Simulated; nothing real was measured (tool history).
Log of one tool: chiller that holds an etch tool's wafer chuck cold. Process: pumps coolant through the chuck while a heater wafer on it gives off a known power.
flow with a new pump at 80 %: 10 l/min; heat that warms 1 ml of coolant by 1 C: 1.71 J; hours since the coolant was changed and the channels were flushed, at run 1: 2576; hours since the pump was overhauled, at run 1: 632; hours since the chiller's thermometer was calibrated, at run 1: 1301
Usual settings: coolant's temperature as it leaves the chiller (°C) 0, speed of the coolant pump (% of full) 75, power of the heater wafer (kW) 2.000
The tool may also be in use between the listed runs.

run   hour  coolant's temperature as it leaves the chiller (°C)  speed of the coolant pump (% of full)  power of the heater wafer (kW)  hours since the coolant was changed and the channels were flushed  hours since the pump was overhauled  hours since the chiller's thermometer was calibrated  chuck's temperature once it has settled (°C)  how much warmer the coolant comes back (C)
  1    0.0                                                    0                                     75                           2.000                                                               2576                                  632                                                  1301                                          16.9                                        7.78
  2   23.7                                                    0                                     75                           1.300                                                               2600                                  656                                                  1324                                          10.6                                        5.07
  3   47.9                                                    0                                     75                           1.247                                                               2624                                  680                                                  1348                                          10.4                                        4.77
  4   66.8                                                   -9                                     75                           2.000                                                               2643                                  699                                                  1367                                           7.9                                        7.74
  5   88.0                                                   -9                                     75                           2.082                                                               2664                                  720                                                  1389                                           8.6                                        8.12
  6  114.1                                                   -5                                     75                           2.000                                                               2691                                  747                                                  1415                                          12.1                                        7.80
  7  147.9                                                   -5                                     75                           2.000                                                               2724                                  780                                                  1448                                          11.8                                        7.84
  8  181.5                                                   -5                                     75                           2.000                                                               2758                                  814                                                  1482                                          12.2                                        7.84
  9  207.2                                                   -5                                     75                           2.000                                                               2784                                  840                                                  1508                                          12.0                                        7.82
     215.5  -- coolant pump overhauled
 10  235.3                                                    0                                     75                           1.879                                                               2807                                   20                                                  1531                                          16.0                                        7.40
 11  267.4                                                    0                                     75                           1.879                                                               2839                                   52                                                  1563                                          16.1                                        7.47
 12  286.2                                                    0                                     75                           2.000                                                               2858                                   71                                                  1582                                          17.1                                        7.93
 13  320.6                                                    5                                     80                           1.661                                                               2892                                  105                                                  1616                                          18.6                                        6.10
 14  347.4                                                    5                                     80                           1.661                                                               2919                                  132                                                  1643                                          18.6                                        6.09
 15  364.3                                                   -8                                     80                           1.902                                                               2936                                  149                                                  1660                                           7.7                                        7.07
 16  387.8                                                    8                                     72                           2.028                                                               2959                                  172                                                  1683                                          26.0                                        8.44
 17  416.7                                                    2                                     80                           1.392                                                               2988                                  201                                                  1712                                          13.4                                        5.22
     437.0  -- coolant pump overhauled, once more
 18  444.4                                                    4                                     75                           2.000                                                               3011                                    7                                                  1735                                          20.6                                        7.47
 19  475.9                                                    0                                     75                           1.904                                                               3042                                   39                                                  1766                                          15.9                                        7.11
 20  500.6                                                    0                                     95                           2.000                                                               3067                                   64                                                  1791                                          14.2                                        5.83
 21  516.4                                                    4                                     77                           1.219                                                               3083                                   79                                                  1807                                          13.7                                        4.45
 22  536.7                                                   -1                                     87                           1.413                                                               3103                                  100                                                  1827                                           9.4                                        4.55
 23  570.2                                                   -3                                     93                           1.945                                                               3137                                  133                                                  1861                                          11.1                                        5.81

Below are 5 alternative next runs, each starting from the tool's condition after run 23. Predict each:
  A  590.5                                                   -3                                     61                           1.702                                                               3157                                  154                                                  1881                                             ?                                           ?
  B  590.5                                                   -3                                     71                           1.983                                                               3157                                  154                                                  1881                                             ?                                           ?
  C  590.5                                                    1                                     93                           1.945                                                               3157                                  154                                                  1881                                             ?                                           ?
  D  590.5                                                    2                                     83                           1.945                                                               3157                                  154                                                  1881                                             ?                                           ?
  E  590.5                                                    4                                     75                           1.694                                                               3157                                  154                                                  1881                                             ?                                           ?

run  chuck's temperature once it has settled (°C)  how much warmer the coolant comes back (C)
  A                                          13.3                                        7.99
  B                                          14.4                                        7.95
  C                                          15.0                                        5.81
  D                                          17.2                                        6.55
  E                                          18.1                                        6.40
With no hidden state in the tool, these same runs would have given:
run  chuck's temperature once it has settled (°C)  how much warmer the coolant comes back (C)
  A                                          11.7                                        7.98
  B                                          12.7                                        7.94
  C                                          13.6                                        5.80
  D                                          15.7                                        6.54
  E                                          16.8                                        6.38
